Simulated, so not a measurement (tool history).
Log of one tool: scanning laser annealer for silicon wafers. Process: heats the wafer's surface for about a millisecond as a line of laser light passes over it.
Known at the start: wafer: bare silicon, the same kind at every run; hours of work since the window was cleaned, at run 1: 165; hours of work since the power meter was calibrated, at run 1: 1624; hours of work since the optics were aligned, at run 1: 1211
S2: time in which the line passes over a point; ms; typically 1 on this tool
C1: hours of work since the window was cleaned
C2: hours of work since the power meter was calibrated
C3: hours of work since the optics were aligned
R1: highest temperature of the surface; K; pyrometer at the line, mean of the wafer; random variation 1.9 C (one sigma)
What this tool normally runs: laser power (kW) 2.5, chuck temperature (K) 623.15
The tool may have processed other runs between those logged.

Run 1, day 0: usual settings; C1 165; C2 1624; C3 1211. Result: R1 1365.15 K.
At day 1.338: optics aligned, line set to its width.
Run 2, day 2.104: usual settings; C1 198; C2 1657; C3 13. Result: R1 1352.15 K.
Run 3, day 3.246: usual settings; C1 217; C2 1677; C3 33. Result: R1 1351.15 K.
Run 4, day 4.725: usual settings; C1 243; C2 1702; C3 59. Result: R1 1347.15 K.
At day 5.117: optics aligned, line set to its width, once more.
Run 5, day 6.704: usual settings; C1 274; C2 1733; C3 27. Result: R1 1370.15 K.
Run 6, day 7.792: usual settings; C1 292; C2 1752; C3 46. Result: R1 1373.15 K.
Run 7, day 9.379: usual settings but S2 0.99 ms; C1 320; C2 1779; C3 74. Result: R1 1366.15 K.
At day 10.075: window over the wafer cleaned.
Run 8, day 11.562: usual settings but S2 0.99 ms; C1 26; C2 1815; C3 110. Result: R1 1396.15 K.
Run 9, day 12.725: usual settings but S2 0.99 ms; C1 46; C2 1835; C3 130. Result: R1 1392.15 K.
Run 10, day 15.162: usual settings but chuck temperature (K) 656.15; C1 88; C2 1878; C3 172. Result: R1 1424.15 K.
Run 11, day 16.558: usual settings but chuck temperature (K) 656.15; C1 112; C2 1902; C3 196. Result: R1 1421.15 K.
Run 12, day 18.425: usual settings but laser power (kW) 2.57, S2 0.7 ms, chuck temperature (K) 598.15; C1 144; C2 1934; C3 228. Result: R1 1244.15 K.
Run 13, day 19.625: usual settings but laser power (kW) 2.57, S2 0.7 ms, chuck temperature (K) 598.15; C1 165; C2 1955; C3 249. Result: R1 1244.15 K.
Run 14, day 20.717: usual settings but laser power (kW) 2.57, S2 0.7 ms, chuck temperature (K) 598.15; C1 184; C2 1973; C3 268. Result: R1 1242.15 K.
Run 15, day 22.9: usual settings but laser power (kW) 2.253, S2 0.79 ms, chuck temperature (K) 603.15; C1 221; C2 2011; C3 306. Result: R1 1191.15 K.
Run 16, day 24.692: usual settings but laser power (kW) 2.135, S2 0.96 ms, chuck temperature (K) 653.15; C1 252; C2 2042; C3 337. Result: R1 1266.15 K.
Run 17, day 25.733: usual settings but S2 0.81 ms, chuck temperature (K) 639.15; C1 270; C2 2060; C3 355. Result: R1 1303.15 K.
Run 18, day 26.888: usual settings but laser power (kW) 2.634, S2 0.9 ms, chuck temperature (K) 642.15; C1 290; C2 2080; C3 375. Result: R1 1383.15 K.
Run 19, day 29.092: usual settings but laser power (kW) 2.743, S2 0.86 ms, chuck temperature (K) 599.15; C1 328; C2 2118; C3 413. Result: R1 1352.15 K.
At day 29.279: window over the wafer cleaned.
Run 20, day 31.554: usual settings but laser power (kW) 2.743, S2 0.86 ms, chuck temperature (K) 599.15; C1 39; C2 2159; C3 454. Result: R1 1392.15 K.
Run 21, day 33.262: usual settings but laser power (kW) 2.575, S2 0.97 ms; C1 69; C2 2189; C3 483. Result: R1 1406.15 K.
Run 22, day 35.646: usual settings but laser power (kW) 2.442, S2 0.73 ms, chuck temperature (K) 614.15; C1 110; C2 2230; C3 524. Result: R1 1244.15 K.

4 ways to go on from here, each from the tool as it stands after run 22. What would each give?
Run A, day 37.858: usual settings but laser power (kW) 2.343, chuck temperature (K) 603.15; C1 148; C2 2268; C3 563. Result: R1 ?.
Run B, day 37.858: usual settings but S2 1.02 ms, chuck temperature (K) 598.15; C1 148; C2 2268; C3 563. Result: R1 ?.
Run C, day 37.858: usual settings but laser power (kW) 2.514; C1 148; C2 2268; C3 563. Result: R1 ?.
Run D, day 37.858: usual settings but laser power (kW) 2.534, S2 0.77 ms, chuck temperature (K) 653.15; C1 148; C2 2268; C3 563. Result: R1 ?.

run       R1
  A  1307.15
  B  1364.15
  C  1387.15
  D  1319.15
Had the tool no hidden state, the same runs would have come out as:
run       R1
  A  1328.15
  B  1386.15
  C  1409.15
  D  1339.15
